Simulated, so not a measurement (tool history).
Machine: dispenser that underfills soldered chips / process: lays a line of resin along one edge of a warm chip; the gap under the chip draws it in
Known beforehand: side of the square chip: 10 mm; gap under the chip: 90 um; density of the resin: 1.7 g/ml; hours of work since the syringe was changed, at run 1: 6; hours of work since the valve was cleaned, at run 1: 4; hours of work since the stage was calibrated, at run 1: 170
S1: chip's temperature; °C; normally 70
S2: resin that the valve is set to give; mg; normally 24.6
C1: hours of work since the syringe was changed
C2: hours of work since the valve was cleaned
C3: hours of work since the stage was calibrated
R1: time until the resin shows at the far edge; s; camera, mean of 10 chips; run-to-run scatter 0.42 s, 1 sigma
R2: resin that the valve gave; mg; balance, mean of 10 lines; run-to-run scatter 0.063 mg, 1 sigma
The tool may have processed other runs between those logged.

run 1 hour=0.0 | S1=70 S2=24.6 | C1=6 C2=4 C3=170 | R1=36.5 R2=24.63
run 2 hour=4.2 | S1=70 S2=24.6 | C1=9 C2=7 C3=173 | R1=41.2 R2=24.42
-- hour=7.3 new syringe of resin
run 3 hour=8.5 | S1=70 S2=24.6 | C1=1 C2=9 C3=176 | R1=28.9 R2=24.49
run 4 hour=13.5 | S1=70 S2=24.6 | C1=4 C2=13 C3=179 | R1=33.4 R2=24.46
run 5 hour=16.4 | S1=70 S2=24.6 | C1=6 C2=15 C3=181 | R1=36.9 R2=24.36
run 6 hour=22.5 | S1=57 S2=24.6 | C1=11 C2=19 C3=185 | R1=62.9 R2=24.32
-- hour=23.3 new syringe of resin
run 7 hour=27.8 | S1=64 S2=24.6 | C1=3 C2=23 C3=189 | R1=39.7 R2=24.40

Run 8 has not been measured yet. What should we expect?
run 8 hour=33.1 | S1=64 S2=24.6 | C1=7 C2=26 C3=193 | R1=? R2=?

Run 8 yielded R1 44.4 s, R2 24.37 mg.
With the hidden condition absent and the run-to-run variation left alone, this run would have shown R1 34.6 s, R2 24.63 mg.
